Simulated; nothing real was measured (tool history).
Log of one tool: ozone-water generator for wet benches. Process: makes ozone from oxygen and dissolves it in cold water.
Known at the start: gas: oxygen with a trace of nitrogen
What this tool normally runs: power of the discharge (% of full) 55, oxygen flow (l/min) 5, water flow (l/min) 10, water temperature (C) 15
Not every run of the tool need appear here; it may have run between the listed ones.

run	day	power of the discharge (% of full)	oxygen flow (l/min)	water flow (l/min)	water temperature (C)	dissolved ozone (ppm)	ozone in the gas ahead of the water (g/m3)
1	0	55	5	10	15	13.7	125.8
2	8.017	55	5	10	15	13.6	127.1
3	11.571	55	4.02	10	15	14.1	142.3
4	15.2	55	5	10	15	13.7	125
5	20.538	55	5	10	15	13.4	125
6	27.508	65	5	10	15	15.3	140.6
7	32.696	87	7.56	10	9	19.9	138.1
8	41.112	65	2.62	10	15	15.9	201.6
9	49.788	50	4.08	9	15	14.1	130.6
10	58.2	50	5	10	15	12.7	116.4
11	66.688	50	5	10	15	12.5	115.1
12	70.367	55	5	13	15	11.2	122.6

Table of differences, measured result less the result of that run with no hidden state. Run-to-run variation is the same in both. Gauge scatter possibly is not:
The tool's hidden condition here consists of: yield of the discharge, % of new electrodes'; contactor's efficiency, % of a clean one's; true water temperature over the reading, C; drift of the gauge itself on ozone_ppm, %; drift of the gauge itself on gas_g_m3, %.
run	dissolved ozone (ppm)	ozone in the gas ahead of the water (g/m3)
1	-0.6	-0.2
2	-0.7	-0.4
3	-0.7	-0.6
4	-0.7	-0.6
5	-0.8	-0.7
6	-0.9	-1.2
7	-1.3	-1.7
8	-1	-2.5
9	-0.9	-1.5
10	-0.8	-1.5
11	-0.9	-1.8
12	-0.8	-2.1
